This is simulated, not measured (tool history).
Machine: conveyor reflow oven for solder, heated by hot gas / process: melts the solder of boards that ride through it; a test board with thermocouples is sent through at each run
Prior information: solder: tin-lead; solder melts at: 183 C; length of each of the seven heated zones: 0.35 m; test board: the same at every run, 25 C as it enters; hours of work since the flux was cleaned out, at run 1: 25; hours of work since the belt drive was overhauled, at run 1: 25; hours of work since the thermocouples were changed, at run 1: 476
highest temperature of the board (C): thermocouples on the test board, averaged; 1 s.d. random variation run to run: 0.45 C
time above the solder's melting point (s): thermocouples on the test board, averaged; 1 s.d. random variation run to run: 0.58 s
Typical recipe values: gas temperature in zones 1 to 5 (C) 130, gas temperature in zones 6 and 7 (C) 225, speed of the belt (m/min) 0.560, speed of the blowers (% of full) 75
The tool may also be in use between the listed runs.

run	hour	gas temperature in zones 1 to 5 (C)	gas temperature in zones 6 and 7 (C)	speed of the belt (m/min)	speed of the blowers (% of full)	hours of work since the flux was cleaned out	hours of work since the belt drive was overhauled	hours of work since the thermocouples were changed	highest temperature of the board (C)	time above the solder's melting point (s)
1	0.0	130	225	0.560	75	25	25	476	211.0	48.4
2	22.2	130	223	0.560	75	38	38	488	209.4	47.4
3	60.2	130	225	0.560	76	59	59	509	211.2	49.1
4	85.1	130	225	0.560	76	72	72	523	210.9	49.0
5	115.4	130	225	0.560	76	89	89	540	210.9	48.8
6	135.4	130	225	0.608	75	100	100	551	207.8	42.7
7	171.4	130	225	0.608	75	120	120	571	208.4	41.1
8	195.3	140	234	0.608	76	133	133	584	218.4	53.1
9	220.6	140	234	0.608	76	147	147	598	217.5	52.4
10	242.2	140	225	0.608	52	159	159	610	205.8	41.0
11	284.0	140	225	0.608	52	182	182	633	205.8	41.5
# hour 306.5: thermocouples of zones 6 and 7 changed
12	314.3	140	225	0.608	52	198	198	4	206.1	43.0
13	334.3	130	220	0.666	75	209	209	15	200.8	30.6

Here are 3 independent what-if runs from the current tool condition. What would each one return?
A	367.9	130	240	0.573	56	228	228	34	?	?
B	367.9	130	220	0.600	66	228	228	34	?	?
C	367.9	136	225	0.560	75	228	228	34	?	?

run	highest temperature of the board (C)	time above the solder's melting point (s)
A	219.1	52.8
B	203.1	38.1
C	211.3	51.5
Had the tool no hidden state, the same runs would have come out as:
run	highest temperature of the board (C)	time above the solder's melting point (s)
A	219.2	52.9
B	203.2	38.2
C	211.4	51.6
